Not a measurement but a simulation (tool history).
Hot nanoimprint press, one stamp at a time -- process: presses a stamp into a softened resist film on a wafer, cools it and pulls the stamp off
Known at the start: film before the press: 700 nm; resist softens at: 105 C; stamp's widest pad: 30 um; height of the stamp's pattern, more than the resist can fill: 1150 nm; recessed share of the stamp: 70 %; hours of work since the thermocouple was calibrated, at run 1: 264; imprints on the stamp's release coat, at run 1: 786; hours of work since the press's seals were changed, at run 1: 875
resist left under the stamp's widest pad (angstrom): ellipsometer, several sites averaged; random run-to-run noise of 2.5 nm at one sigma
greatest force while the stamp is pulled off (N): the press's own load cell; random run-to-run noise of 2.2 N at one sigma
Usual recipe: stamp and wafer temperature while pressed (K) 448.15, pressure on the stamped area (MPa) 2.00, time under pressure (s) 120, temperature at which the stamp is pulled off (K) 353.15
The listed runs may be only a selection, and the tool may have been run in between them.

| run | hour | stamp and wafer temperature while pressed (K) | pressure on the stamped area (MPa) | time under pressure (s) | temperature at which the stamp is pulled off (K) | hours of work since the thermocouple was calibrated | imprints on the stamp's release coat | hours of work since the press's seals were changed | resist left under the stamp's widest pad (angstrom) | greatest force while the stamp is pulled off (N) |
|---|---|---|---|---|---|---|---|---|---|---|
| 1 | 0.0 | 448.15 | 2.00 | 120 | 353.15 | 264 | 786 | 875 | 4473 | 133 |
| 2 | 59.6 | 448.15 | 2.00 | 120 | 353.15 | 300 | 922 | 911 | 4560 | 139 |
| 3 | 103.6 | 448.15 | 2.00 | 120 | 353.15 | 326 | 1023 | 937 | 4556 | 141 |
|  | 188.1 | stamp cleaned and given a new release coat |
| 4 | 197.6 | 448.15 | 2.00 | 120 | 353.15 | 380 | 22 | 991 | 4624 | 103 |
| 5 | 237.3 | 448.15 | 2.00 | 120 | 353.15 | 404 | 113 | 1015 | 4664 | 109 |
|  | 260.5 | plate thermocouple calibrated |
| 6 | 332.7 | 448.15 | 2.00 | 120 | 353.15 | 44 | 325 | 1071 | 4855 | 114 |
| 7 | 402.6 | 448.15 | 2.00 | 120 | 353.15 | 86 | 486 | 1113 | 4948 | 125 |
| 8 | 489.3 | 448.15 | 2.00 | 86 | 353.15 | 138 | 685 | 1165 | 5359 | 134 |
| 9 | 553.8 | 448.15 | 2.00 | 86 | 353.15 | 177 | 832 | 1204 | 5402 | 139 |
|  | 647.7 | press's hydraulic seals changed and the load cell set to zero |
| 10 | 647.7 | 448.15 | 2.00 | 86 | 353.15 | 229 | 1030 | 0 | 5279 | 152 |
|  | 676.8 | plate thermocouple calibrated, once more |
| 11 | 705.8 | 448.15 | 2.00 | 120 | 353.15 | 18 | 1156 | 33 | 4154 | 151 |
|  | 731.9 | stamp cleaned and given a new release coat |
| 12 | 800.3 | 448.15 | 2.00 | 120 | 353.15 | 71 | 157 | 87 | 4208 | 107 |
| 13 | 874.0 | 445.15 | 2.00 | 120 | 353.15 | 116 | 326 | 131 | 4739 | 108 |
| 14 | 913.7 | 445.15 | 2.43 | 121 | 351.15 | 140 | 417 | 156 | 4428 | 119 |
| 15 | 963.9 | 437.15 | 2.88 | 215 | 341.15 | 170 | 532 | 186 | 4845 | 142 |
| 16 | 1046.4 | 437.15 | 2.88 | 215 | 341.15 | 220 | 722 | 236 | 4899 | 154 |
| 17 | 1115.4 | 437.15 | 2.88 | 215 | 341.15 | 262 | 880 | 278 | 5030 | 163 |
| 18 | 1193.0 | 459.15 | 2.00 | 163 | 353.15 | 309 | 1058 | 324 | 2553 | 145 |
| 19 | 1233.0 | 444.15 | 2.00 | 78 | 353.15 | 333 | 1150 | 349 | 5611 | 149 |
|  | 1262.7 | stamp cleaned and given a new release coat |
| 20 | 1283.0 | 444.15 | 2.00 | 78 | 353.15 | 359 | 47 | 375 | 5550 | 105 |
| 21 | 1336.0 | 444.15 | 3.14 | 78 | 341.15 | 392 | 168 | 407 | 4895 | 125 |
|  | 1377.5 | plate thermocouple calibrated |
| 22 | 1386.4 | 448.15 | 1.49 | 199 | 353.15 | 5 | 277 | 436 | 4085 | 110 |
| 23 | 1448.5 | 448.15 | 1.49 | 199 | 353.15 | 43 | 419 | 474 | 4155 | 117 |

Measured minus without-hidden-state, run by run (identical run-to-run variation in each term; gauge scatter may differ):
Hidden state at play: true temperature over the reading, C; pressure that arrives at the usual setting, %; grip of the stamp's worn release coat, % over a new coat's; drift of the gauge itself on residual_nm, %; drift of the gauge itself on pull_off_n, %.
| run | resist left under the stamp's widest pad (angstrom) | greatest force while the stamp is pulled off (N) |
|---|---|---|
| 1 | +348 | +35 |
| 2 | +386 | +42 |
| 3 | +409 | +45 |
| 4 | +460 | +4 |
| 5 | +485 | +8 |
| 6 | +736 | +19 |
| 7 | +784 | +26 |
| 8 | +798 | +36 |
| 9 | +832 | +43 |
| 10 | +723 | +53 |
| 11 | +16 | +50 |
| 12 | +67 | +7 |
| 13 | +110 | +13 |
| 14 | +139 | +18 |
| 15 | +186 | +27 |
| 16 | +239 | +38 |
| 17 | +284 | +46 |
| 18 | +189 | +47 |
| 19 | +276 | +52 |
| 20 | +293 | +4 |
| 21 | +401 | +10 |
| 22 | +42 | +11 |
| 23 | +76 | +17 |

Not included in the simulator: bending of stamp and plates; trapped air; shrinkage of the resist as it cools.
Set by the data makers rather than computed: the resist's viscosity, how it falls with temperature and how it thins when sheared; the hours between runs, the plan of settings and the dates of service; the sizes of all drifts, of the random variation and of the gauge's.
